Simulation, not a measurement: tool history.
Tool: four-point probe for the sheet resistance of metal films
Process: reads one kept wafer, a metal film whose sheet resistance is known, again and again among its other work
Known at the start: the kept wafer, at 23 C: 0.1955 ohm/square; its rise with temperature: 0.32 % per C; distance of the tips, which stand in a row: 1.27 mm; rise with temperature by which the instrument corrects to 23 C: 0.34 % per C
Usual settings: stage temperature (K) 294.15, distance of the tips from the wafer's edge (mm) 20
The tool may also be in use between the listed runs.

run    hour  stage temperature (K)  distance of the tips from the wafer's edge (mm)  sheet resistance as the instrument gives it (ohm/square)
  1     0.0                 294.15                                               20                                                  0.195732
  2   119.0                 294.15                                               20                                                  0.195677
  3   259.3                 294.15                                               20                                                  0.195630
  4   326.0                 294.15                                               20                                                  0.195551
  5   410.9                 294.15                                               61                                                  0.195180
  6   517.6                 294.15                                               61                                                  0.195084
  7   641.6                 294.15                                               26                                                  0.195261
  8   745.2                 294.15                                               26                                                  0.195138
  9   875.6                 296.15                                               26                                                  0.195220
 10  1011.7                 296.15                                               11                                                  0.196290
 11  1084.7                 296.15                                               11                                                  0.196192
 12  1172.2                 294.15                                               13                                                  0.195939
 13  1244.1                 294.15                                               13                                                  0.195825
 14  1360.7                 294.15                                                4                                                  0.204834
 15  1499.0                 294.15                                                4                                                  0.204819
 16  1617.0                 307.15                                                4                                                  0.204495
 17  1706.1                 294.15                                               20                                                  0.195169
     1749.3  -- stage's thermometer calibrated
 18  1778.2                 294.15                                               20                                                  0.195433
 19  1880.3                 300.15                                               20                                                  0.195294
 20  1955.1                 294.15                                               20                                                  0.195378
 21  2080.3                 300.15                                               33                                                  0.194932
 22  2150.3                 305.15                                               58                                                  0.194732
 23  2272.0                 305.15                                               58                                                  0.194731
 24  2335.0                 292.15                                               34                                                  0.195071
 25  2462.4                 297.15                                               34                                                  0.194913
 26  2574.7                 294.15                                               49                                                  0.194861
 27  2670.9                 294.15                                               49                                                  0.194795
 28  2753.4                 304.15                                               20                                                  0.194909
 29  2832.2                 305.15                                               65                                                  0.194532
 30  2890.1                 305.15                                               65                                                  0.194529
 31  2986.9                 305.15                                               65                                                  0.194511
 32  3055.8                 307.15                                               42                                                  0.194522
 33  3178.5                 301.15                                               26                                                  0.194718
 34  3314.5                 292.15                                                7                                                  0.198068
 35  3438.1                 303.15                                               15                                                  0.195130
 36  3578.9                 303.15                                               54                                                  0.194347
 37  3687.7                 297.15                                                5                                                  0.200942
 38  3781.4                 297.15                                                5                                                  0.200835
 39  3854.5                 297.15                                                5                                                  0.200824

Forecast each of these 5 alternatives for the next run:
  A  3984.6                 296.15                                               31                                                         ?
  B  3984.6                 293.15                                                5                                                         ?
  C  3984.6                 297.15                                                3                                                         ?
  D  3984.6                 295.15                                                3                                                         ?
  E  3984.6                 294.15                                                7                                                         ?

run  sheet resistance as the instrument gives it (ohm/square)
  A                                                  0.194535
  B                                                  0.200909
  C                                                  0.211300
  D                                                  0.211398
  E                                                  0.197782
Without the tool's hidden state the same runs would have given:
run  sheet resistance as the instrument gives it (ohm/square)
  A                                                  0.195705
  B                                                  0.202118
  C                                                  0.212562
  D                                                  0.212663
  E                                                  0.198972

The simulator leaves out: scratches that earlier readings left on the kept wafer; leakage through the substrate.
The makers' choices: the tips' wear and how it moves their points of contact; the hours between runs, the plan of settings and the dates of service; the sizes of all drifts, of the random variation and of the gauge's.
